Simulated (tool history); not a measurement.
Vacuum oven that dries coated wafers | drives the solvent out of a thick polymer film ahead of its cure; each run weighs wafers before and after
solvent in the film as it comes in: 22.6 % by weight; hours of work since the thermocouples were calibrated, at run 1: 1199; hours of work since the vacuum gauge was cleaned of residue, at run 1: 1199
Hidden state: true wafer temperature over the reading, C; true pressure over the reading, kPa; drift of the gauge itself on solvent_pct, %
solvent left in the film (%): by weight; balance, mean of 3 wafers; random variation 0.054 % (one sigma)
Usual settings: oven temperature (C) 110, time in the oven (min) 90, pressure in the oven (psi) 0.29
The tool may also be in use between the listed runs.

run	hour	oven temperature (C)	time in the oven (min)	pressure in the oven (psi)	hours of work since the thermocouples were calibrated	hours of work since the vacuum gauge was cleaned of residue	solvent left in the film (%)
1	0	110	90	0.29	1199	1199	2.63
2	75.2	110	90	0.29	1234	1234	2.82
3	177.5	110	90	0.29	1281	1281	2.67
4	248.5	110	90	0.29	1313	1313	2.79
5	364.9	97	90	0.29	1367	1367	8.14
6	467.9	97	90	0.29	1415	1415	8.2
7	563	97	90	0.29	1458	1458	8.14
8	616.7	110	90	0.537	1483	1483	3.28
9	691.9	110	90	0.537	1518	1518	3.3
10	753.6	110	90	0.537	1546	1546	3.28
11	801.2	110	56	0.29	1568	1568	5.49
12	915.7	110	56	0.29	1621	1621	5.43
13	965.1	111	90	0.29	1644	1644	2.63
# hour 1002.8: vacuum gauge cleaned of residue and calibrated
# hour 1027.2: oven's thermocouples calibrated
14	1027.2	110	90	0.161	0	10	1.64
15	1107.7	110	90	0.161	37	47	1.6
16	1196.4	108	90	0.29	78	88	2.48
17	1273.9	108	90	0.29	114	124	2.56
18	1371.3	110	90	0.374	159	169	2.08
19	1441.2	110	130	0.374	191	201	1.11
20	1502.3	110	130	0.374	219	229	1.18
21	1579.6	100	130	0.374	255	265	3.52
22	1629.5	120	150	0.29	277	288	0.37
23	1743.3	120	150	0.29	330	340	0.39
24	1822.5	110	58	0.793	366	377	4.99
25	1918.8	110	87	0.29	411	421	2.24
26	1985.5	97	87	0.29	442	452	7.25
27	2043.6	119	90	0.632	468	479	1.18
28	2123.4	119	90	0.632	505	515	1.16
29	2212.8	98	127	0.969	546	557	6.18
30	2327	110	90	0.171	599	609	1.97
31	2442.7	100	59	0.5	652	662	9.01
32	2551	120	117	0.264	702	712	0.54
33	2633.5	107	85	0.215	740	750	3.3
34	2705.5	107	85	0.215	773	784	3.41
35	2779.2	124	81	0.389	807	818	0.73
36	2828.7	113	90	0.493	830	840	2.04
37	2935.2	101	140	0.455	879	889	3.52
38	3001.4	110	63	0.541	910	920	4.62
39	3056.4	110	63	0.541	935	945	4.52
40	3142.2	110	63	0.541	974	985	4.69
41	3247.6	106	64	0.645	1023	1033	6.35
42	3340.3	110	90	0.261	1066	1076	2.51

Hidden state or all else? Some run-to-run changes of solvent left in the film (%), split into what the settings, what came in and random variation would give without the hidden state, and what is left for the hidden state (with any gauge scatter that isn't in both results):
Run 4 -> 5: oven temperature (C) 110 -> 97. solvent left in the film (%) +5.35: hidden state +0.51, all else +4.84.
Run 7 -> 8: oven temperature (C) 97 -> 110, pressure in the oven (psi) 0.29 -> 0.537. solvent left in the film (%) -4.86: hidden state -0.49, all else -4.37.
Run 13 -> 14: oven temperature (C) 111 -> 110, pressure in the oven (psi) 0.29 -> 0.161, vacuum gauge cleaned of residue and calibrated, oven's thermocouples calibrated. solvent left in the film (%) -0.99: hidden state -0.99, all else +0.
Run 26 -> 27: oven temperature (C) 97 -> 119, time in the oven (min) 87 -> 90, pressure in the oven (psi) 0.29 -> 0.632. solvent left in the film (%) -6.07: hidden state -0.2, all else -5.87.
Run 30 -> 31: oven temperature (C) 110 -> 100, time in the oven (min) 90 -> 59, pressure in the oven (psi) 0.171 -> 0.5. solvent left in the film (%) +7.04: hidden state +0.2, all else +6.84.
Run 31 -> 32: oven temperature (C) 100 -> 120, time in the oven (min) 59 -> 117, pressure in the oven (psi) 0.5 -> 0.264. solvent left in the film (%) -8.47: hidden state -0.38, all else -8.09.
